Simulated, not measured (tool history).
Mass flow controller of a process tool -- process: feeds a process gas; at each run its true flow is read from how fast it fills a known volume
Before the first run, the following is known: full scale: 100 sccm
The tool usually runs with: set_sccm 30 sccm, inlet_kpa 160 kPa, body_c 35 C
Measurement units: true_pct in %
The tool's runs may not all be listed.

Run 1, hour 0.0: usual settings. Result: true_pct 99.16 %.
Run 2, hour 48.9: usual settings. Result: true_pct 99.17 %.
Run 3, hour 132.7: usual settings. Result: true_pct 99.01 %.
Run 4, hour 219.3: usual settings. Result: true_pct 98.94 %.
Run 5, hour 306.5: usual settings. Result: true_pct 98.83 %.
Run 6, hour 374.4: usual settings but set_sccm 12 sccm. Result: true_pct 98.37 %.
Run 7, hour 466.3: usual settings but set_sccm 13 sccm. Result: true_pct 98.33 %.
Run 8, hour 508.7: usual settings but set_sccm 13 sccm. Result: true_pct 98.30 %.
Run 9, hour 564.4: usual settings. Result: true_pct 98.50 %.
Run 10, hour 638.5: usual settings. Result: true_pct 98.50 %.
Run 11, hour 691.5: usual settings but set_sccm 11 sccm. Result: true_pct 98.04 %.
Run 12, hour 781.2: usual settings but set_sccm 11 sccm. Result: true_pct 97.92 %.
Run 13, hour 841.2: usual settings but set_sccm 11 sccm. Result: true_pct 97.90 %.
Run 14, hour 909.4: usual settings but set_sccm 96 sccm. Result: true_pct 99.61 %.
Run 15, hour 1000.3: usual settings but set_sccm 11 sccm. Result: true_pct 97.78 %.
Run 16, hour 1044.0: usual settings but set_sccm 11 sccm. Result: true_pct 97.62 %.
Run 17, hour 1132.6: usual settings but set_sccm 11 sccm. Result: true_pct 97.50 %.
Run 18, hour 1180.4: usual settings. Result: true_pct 97.93 %.
Run 19, hour 1272.3: usual settings. Result: true_pct 97.83 %.
Run 20, hour 1352.2: usual settings but inlet_kpa 165 kPa. Result: true_pct 97.71 %.
Run 21, hour 1426.1: usual settings but inlet_kpa 276 kPa, body_c 22 C. Result: true_pct 96.98 %.
Run 22, hour 1471.2: usual settings but inlet_kpa 276 kPa, body_c 22 C. Result: true_pct 96.80 %.
Run 23, hour 1554.5: usual settings but set_sccm 36 sccm, inlet_kpa 189 kPa, body_c 34 C. Result: true_pct 97.68 %.
Run 24, hour 1619.5: usual settings but set_sccm 36 sccm, inlet_kpa 189 kPa, body_c 34 C. Result: true_pct 97.60 %.
Run 25, hour 1667.0: usual settings but set_sccm 36 sccm, inlet_kpa 189 kPa, body_c 34 C. Result: true_pct 97.52 %.
Run 26, hour 1758.0: usual settings but set_sccm 36 sccm, inlet_kpa 189 kPa, body_c 34 C. Result: true_pct 97.34 %.
Run 27, hour 1817.6: usual settings but set_sccm 18 sccm, inlet_kpa 189 kPa, body_c 23 C. Result: true_pct 96.28 %.
Run 28, hour 1862.3: usual settings but set_sccm 18 sccm, inlet_kpa 189 kPa, body_c 23 C. Result: true_pct 96.18 %.
Run 29, hour 1919.4: usual settings but set_sccm 18 sccm, inlet_kpa 189 kPa, body_c 23 C. Result: true_pct 96.10 %.
Run 30, hour 2001.2: usual settings but set_sccm 18 sccm, inlet_kpa 189 kPa, body_c 23 C. Result: true_pct 96.22 %.
Run 31, hour 2076.8: usual settings but inlet_kpa 240 kPa, body_c 31 C. Result: true_pct 96.79 %.
At hour 2103.1: gauge calibrated.
Run 32, hour 2127.6: usual settings but inlet_kpa 240 kPa, body_c 31 C. Result: true_pct 98.98 %.
Run 33, hour 2202.8: usual settings but inlet_kpa 197 kPa. Result: true_pct 99.16 %.
Run 34, hour 2279.9: usual settings but set_sccm 35 sccm, inlet_kpa 199 kPa, body_c 32 C. Result: true_pct 99.08 %.
Run 35, hour 2317.4: usual settings but set_sccm 15 sccm, inlet_kpa 199 kPa. Result: true_pct 98.62 %.
Run 36, hour 2380.8: usual settings but set_sccm 15 sccm, inlet_kpa 199 kPa. Result: true_pct 98.63 %.
Run 37, hour 2471.9: usual settings but set_sccm 76 sccm, body_c 21 C. Result: true_pct 98.69 %.

A few steps of true_pct between consecutive runs. Split each: what settings, incoming material and random variation would produce without the hidden state, and what is left over for the hidden state, along with gauge scatter present in only one of the two compared results (measured, and without hidden state):
Hidden state at play: flow at rest that the sensor doesn't see, % of full scale; true flow over the shown one, %; drift of the gauge itself on true_pct, %.
Run 13 -> 14: set_sccm 11 -> 96. true_pct +1.71 %: hidden state -0.09, all else +1.80.
Run 14 -> 15: set_sccm 96 -> 11. true_pct -1.83 %: hidden state -0.08, all else -1.75.
Run 22 -> 23: set_sccm 30 -> 36, inlet_kpa 276 -> 189, body_c 22 -> 34. true_pct +0.88 %: hidden state -0.10, all else +0.98.
Run 30 -> 31: set_sccm 18 -> 30, inlet_kpa 189 -> 240, body_c 23 -> 31. true_pct +0.57 %: hidden state -0.10, all else +0.67.
Run 31 -> 32: gauge calibrated. true_pct +2.19 %: hidden state +2.16, all else +0.03.
